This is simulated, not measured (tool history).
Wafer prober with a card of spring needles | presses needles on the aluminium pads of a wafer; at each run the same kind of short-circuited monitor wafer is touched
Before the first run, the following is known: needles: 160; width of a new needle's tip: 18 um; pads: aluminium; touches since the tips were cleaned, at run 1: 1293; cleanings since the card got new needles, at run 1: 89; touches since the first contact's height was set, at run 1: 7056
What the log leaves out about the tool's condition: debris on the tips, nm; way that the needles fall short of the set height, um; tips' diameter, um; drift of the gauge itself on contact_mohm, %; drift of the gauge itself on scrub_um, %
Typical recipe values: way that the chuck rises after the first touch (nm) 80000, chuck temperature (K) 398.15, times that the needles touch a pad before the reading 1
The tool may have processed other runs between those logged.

run	hour	way that the chuck rises after the first touch (nm)	chuck temperature (K)	times that the needles touch a pad before the reading	touches since the tips were cleaned	cleanings since the card got new needles	touches since the first contact's height was set	resistance of one needle with its contact and lead (mohm)	way that a needle slides on the pad (nm)
1	0.0	80000	398.15	1	1293	89	7056	269	15960
# hour 0.9: tips cleaned on abrasive film
# hour 4.5: tips cleaned on abrasive film
# hour 8.0: tips cleaned on abrasive film
# hour 12.4: tips cleaned on abrasive film
# hour 15.9: tips cleaned on abrasive film
# hour 20.3: tips cleaned on abrasive film
# hour 24.6: tips cleaned on abrasive film
# hour 29.0: tips cleaned on abrasive film
# hour 33.4: tips cleaned on abrasive film
2	34.1	80000	398.15	2	350	98	23045	266	16040
# hour 37.6: tips cleaned on abrasive film
# hour 42.0: tips cleaned on abrasive film
# hour 46.4: tips cleaned on abrasive film
# hour 50.8: tips cleaned on abrasive film
# hour 55.1: tips cleaned on abrasive film
# hour 58.7: tips cleaned on abrasive film
# hour 62.2: tips cleaned on abrasive film
3	65.0	80000	398.15	2	1377	105	37595	266	15790
# hour 66.0: tips cleaned on abrasive film
# hour 69.5: tips cleaned on abrasive film
# hour 73.0: tips cleaned on abrasive film
# hour 77.4: tips cleaned on abrasive film
4	80.1	80000	398.15	3	1277	109	44635	269	15840
# hour 81.0: tips cleaned on abrasive film
# hour 85.4: tips cleaned on abrasive film
# hour 88.9: tips cleaned on abrasive film
# hour 93.3: tips cleaned on abrasive film
# hour 96.8: tips cleaned on abrasive film
# hour 101.2: tips cleaned on abrasive film
# hour 104.7: tips cleaned on abrasive film
# hour 108.2: tips cleaned on abrasive film
# hour 112.6: tips cleaned on abrasive film
5	112.9	80000	398.15	3	130	118	59992	269	15840
# hour 116.4: tips cleaned on abrasive film
# hour 119.9: tips cleaned on abrasive film
# hour 124.3: tips cleaned on abrasive film
# hour 128.7: tips cleaned on abrasive film
# hour 133.0: tips cleaned on abrasive film
6	135.0	80000	398.15	1	918	123	70375	268	15810
# hour 136.8: tips cleaned on abrasive film
# hour 141.1: tips cleaned on abrasive film
# hour 145.5: tips cleaned on abrasive film
# hour 149.0: tips cleaned on abrasive film
# hour 153.4: tips cleaned on abrasive film
7	154.4	80000	349.15	1	469	128	79486	256	15990
# hour 157.1: tips cleaned on abrasive film
# hour 157.4: height of the first contact set anew
# hour 161.7: tips cleaned on abrasive film
# hour 165.3: tips cleaned on abrasive film
# hour 168.8: tips cleaned on abrasive film
# hour 172.3: tips cleaned on abrasive film
8	173.8	80000	398.15	1	705	133	7703	266	15930
# hour 176.4: tips cleaned on abrasive film
# hour 180.8: tips cleaned on abrasive film
# hour 184.3: tips cleaned on abrasive film
# hour 187.8: tips cleaned on abrasive film
# hour 192.2: tips cleaned on abrasive film
# hour 196.6: tips cleaned on abrasive film
# hour 201.0: tips cleaned on abrasive film
# hour 204.5: tips cleaned on abrasive film
9	206.3	80000	398.15	1	851	141	22963	268	15850
# hour 208.1: tips cleaned on abrasive film
# hour 212.5: tips cleaned on abrasive film
# hour 216.8: tips cleaned on abrasive film
# hour 220.4: tips cleaned on abrasive film
# hour 224.7: tips cleaned on abrasive film
# hour 229.1: tips cleaned on abrasive film
# hour 232.6: tips cleaned on abrasive film
# hour 237.0: tips cleaned on abrasive film
10	240.3	68000	398.15	1	1576	149	38949	274	13490
# hour 241.2: tips cleaned on abrasive film
# hour 244.8: tips cleaned on abrasive film
# hour 249.1: tips cleaned on abrasive film
# hour 253.5: tips cleaned on abrasive film
# hour 257.0: tips cleaned on abrasive film
# hour 261.4: tips cleaned on abrasive film
# hour 264.9: tips cleaned on abrasive film
# hour 269.3: tips cleaned on abrasive film
# hour 272.8: tips cleaned on abrasive film
11	275.0	68000	398.15	1	1049	158	55230	271	13460
# hour 276.8: tips cleaned on abrasive film
# hour 281.2: tips cleaned on abrasive film
# hour 285.6: tips cleaned on abrasive film
# hour 289.9: tips cleaned on abrasive film
# hour 293.5: tips cleaned on abrasive film
# hour 297.8: tips cleaned on abrasive film
# hour 301.5: tips cleaned on abrasive film
12	301.5	89000	299.15	3	0	165	67629	235	17630
# hour 305.8: tips cleaned on abrasive film
# hour 309.4: tips cleaned on abrasive film
# hour 313.7: tips cleaned on abrasive film
# hour 318.1: tips cleaned on abrasive film
# hour 321.6: tips cleaned on abrasive film
# hour 326.0: tips cleaned on abrasive film
# hour 328.9: height of the first contact set anew
13	329.7	99000	317.15	3	1631	171	396	242	19750
# hour 330.7: tips cleaned on abrasive film
# hour 334.2: tips cleaned on abrasive film
# hour 337.7: tips cleaned on abrasive film
# hour 342.1: tips cleaned on abrasive film
14	344.5	69000	330.15	1	1184	175	7343	254	13650
# hour 346.3: tips cleaned on abrasive film
# hour 350.7: tips cleaned on abrasive film
# hour 355.1: tips cleaned on abrasive film
# hour 358.6: tips cleaned on abrasive film
15	360.1	79000	318.15	1	707	179	14637	245	15580
# hour 362.8: tips cleaned on abrasive film
# hour 366.3: tips cleaned on abrasive film
# hour 370.6: tips cleaned on abrasive film
# hour 374.2: tips cleaned on abrasive film
# hour 378.5: tips cleaned on abrasive film
16	381.2	80000	307.15	1	1285	184	24566	246	15880
# hour 382.2: tips cleaned on abrasive film
# hour 386.6: tips cleaned on abrasive film
# hour 390.1: tips cleaned on abrasive film
# hour 394.4: tips cleaned on abrasive film
# hour 398.3: tips cleaned on abrasive film
17	398.3	74000	333.15	1	0	189	32533	252	14620
# hour 401.8: tips cleaned on abrasive film
# hour 406.2: tips cleaned on abrasive film
# hour 410.5: tips cleaned on abrasive film
# hour 414.1: tips cleaned on abrasive film
# hour 418.4: tips cleaned on abrasive film
# hour 422.8: tips cleaned on abrasive film
# hour 434.8: card fitted with new needles
# hour 438.3: tips cleaned on abrasive film
# hour 442.7: tips cleaned on abrasive film
18	443.6	74000	333.15	1	436	2	4141	248	14680
# hour 446.3: tips cleaned on abrasive film
# hour 449.8: tips cleaned on abrasive film
# hour 453.3: tips cleaned on abrasive film
# hour 457.7: tips cleaned on abrasive film
# hour 461.2: tips cleaned on abrasive film
# hour 465.6: tips cleaned on abrasive film
# hour 469.1: tips cleaned on abrasive film
# hour 473.5: tips cleaned on abrasive film
19	473.7	74000	398.15	2	110	10	18249	269	14760
# hour 477.3: tips cleaned on abrasive film
# hour 480.8: tips cleaned on abrasive film
# hour 484.3: tips cleaned on abrasive film
# hour 488.7: tips cleaned on abrasive film
# hour 493.0: tips cleaned on abrasive film
# hour 496.6: tips cleaned on abrasive film
20	498.2	72000	365.15	2	802	16	29756	261	14340
# hour 500.9: tips cleaned on abrasive film
# hour 504.4: tips cleaned on abrasive film
# hour 508.8: tips cleaned on abrasive film
# hour 513.2: tips cleaned on abrasive film
21	513.5	80000	320.15	2	138	20	36891	245	15790

5 options for the next run, each taken on its own from the tool as it stands now. Forecast them:
# hour 517.0: tips cleaned on abrasive film
# hour 520.5: tips cleaned on abrasive film
# hour 524.9: tips cleaned on abrasive film
# hour 528.4: tips cleaned on abrasive film
# hour 532.8: tips cleaned on abrasive film
# hour 537.1: tips cleaned on abrasive film
# hour 540.7: tips cleaned on abrasive film
A	542.1	87000	398.15	1	695	27	50346	?	?
# hour 517.0: tips cleaned on abrasive film
# hour 520.5: tips cleaned on abrasive film
# hour 524.9: tips cleaned on abrasive film
# hour 528.4: tips cleaned on abrasive film
# hour 532.8: tips cleaned on abrasive film
# hour 537.1: tips cleaned on abrasive film
# hour 540.7: tips cleaned on abrasive film
B	542.1	80000	334.15	1	695	27	50346	?	?
# hour 517.0: tips cleaned on abrasive film
# hour 520.5: tips cleaned on abrasive film
# hour 524.9: tips cleaned on abrasive film
# hour 528.4: tips cleaned on abrasive film
# hour 532.8: tips cleaned on abrasive film
# hour 537.1: tips cleaned on abrasive film
# hour 540.7: tips cleaned on abrasive film
C	542.1	71000	342.15	2	695	27	50346	?	?
# hour 517.0: tips cleaned on abrasive film
# hour 520.5: tips cleaned on abrasive film
# hour 524.9: tips cleaned on abrasive film
# hour 528.4: tips cleaned on abrasive film
# hour 532.8: tips cleaned on abrasive film
# hour 537.1: tips cleaned on abrasive film
# hour 540.7: tips cleaned on abrasive film
D	542.1	81000	365.15	3	695	27	50346	?	?
# hour 517.0: tips cleaned on abrasive film
# hour 520.5: tips cleaned on abrasive film
# hour 524.9: tips cleaned on abrasive film
# hour 528.4: tips cleaned on abrasive film
# hour 532.8: tips cleaned on abrasive film
# hour 537.1: tips cleaned on abrasive film
# hour 540.7: tips cleaned on abrasive film
E	542.1	80000	327.15	1	695	27	50346	?	?

run	resistance of one needle with its contact and lead (mohm)	way that a needle slides on the pad (nm)
A	266	17350
B	251	15730
C	257	14120
D	258	16050
E	251	15860
The same runs, with their run-to-run variation unchanged, on a tool lacking any hidden condition would have given:
run	resistance of one needle with its contact and lead (mohm)	way that a needle slides on the pad (nm)
A	266	17360
B	250	15740
C	257	14130
D	258	16050
E	251	15870
